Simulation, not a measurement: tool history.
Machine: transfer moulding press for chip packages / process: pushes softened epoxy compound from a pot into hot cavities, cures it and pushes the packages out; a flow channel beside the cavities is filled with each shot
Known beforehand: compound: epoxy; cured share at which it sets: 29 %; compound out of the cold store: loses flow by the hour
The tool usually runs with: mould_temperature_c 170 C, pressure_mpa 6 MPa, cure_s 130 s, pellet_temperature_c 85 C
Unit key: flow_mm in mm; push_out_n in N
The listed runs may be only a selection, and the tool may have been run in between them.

run   hour  mould_temperature_c  pressure_mpa  cure_s  pellet_temperature_c  incoming compound's hours out of the cold store  flow_mm  push_out_n
  1      0                  170             6     130                    85                                             18.2      617         387
  2    7.7                  170             6     130                    85                                             36.7      563         402
  3   14.7                  170          6.83     130                    85                                             46.8      593         425
  4   23.4                  170          6.83     130                    85                                             35.2      608         441
  5   28.9                  170             6     130                    85                                             43.1      557         457
  6   37.6                  170             6     130                    85                                             38.1      572         470
  7   48.8                  170             6     130                    80                                             35.8      577         484
  8   57.5                  170             6     130                    85                                             28.1      577         510
      64.7  -- cavities cleaned with cleaning compound and waxed
  9   68.5                  170          5.39     130                    85                                             32.3      544         290
 10   74.9                  170          5.39     130                    85                                             41.2      520         324
      77.8  -- mould's thermocouples calibrated
 11   82.7                  170          6.62     130                    85                                             11.7      662         349
 12   88.8                  166             6     130                    85                                             21.3      610         487
 13   95.4                  166             6     130                    85                                             46.5      555         469
 14  101.9                  171             6     130                    85                                             31.3      568         415
 15  107.8                  170          4.72     148                    85                                             26.5      507         405
 16  114.7                  170          5.17     148                    88                                             22.8      551         416
 17  123.9                  176             6     130                    85                                             43.9      535         402
 18  132.2                  173          6.03     116                    95                                             47.3      530         475
     142.4  -- mould's thermocouples calibrated, once more
 19  143.4                  170          6.33     130                    87                                             11.5      634         516
 20  152.6                  170          6.33     130                    87                                               42      560         487
     156.1  -- cavities cleaned with cleaning compound and waxed
 21  164.8                  170          6.33     130                    87                                             16.4      619         326
 22  170.1                  173          6.75     122                    90                                             16.1      637         327
 23  175.4                  170             6     130                    85                                              8.9      621         385
 24  186.4                  175             6     130                    95                                             42.8      529         347
 25  192.2                  174          7.06     130                    81                                             36.1      590         367
 26  203.5                  170          6.09     130                    75                                             32.1      564         440
 27  210.7                  171          6.57     130                    76                                             17.3      624         452
 28  217.8                  165             6     130                    85                                             39.6      557         626

Each row is a separate what-if for the run after 28, all from the same tool condition, not one after another. Results?
  A  223.8                  172             6     130                    85                                             28.9        ?           ?
  B  223.8                  170             6     130                    87                                             20.3        ?           ?
  C  223.8                  170          5.07     110                    85                                               41        ?           ?

run  flow_mm  push_out_n
  A      567         443
  B      582         491
  C      493         618
Had the tool no hidden state, the same runs would have come out as:
run  flow_mm  push_out_n
  A      591         242
  B      608         270
  C      515         343
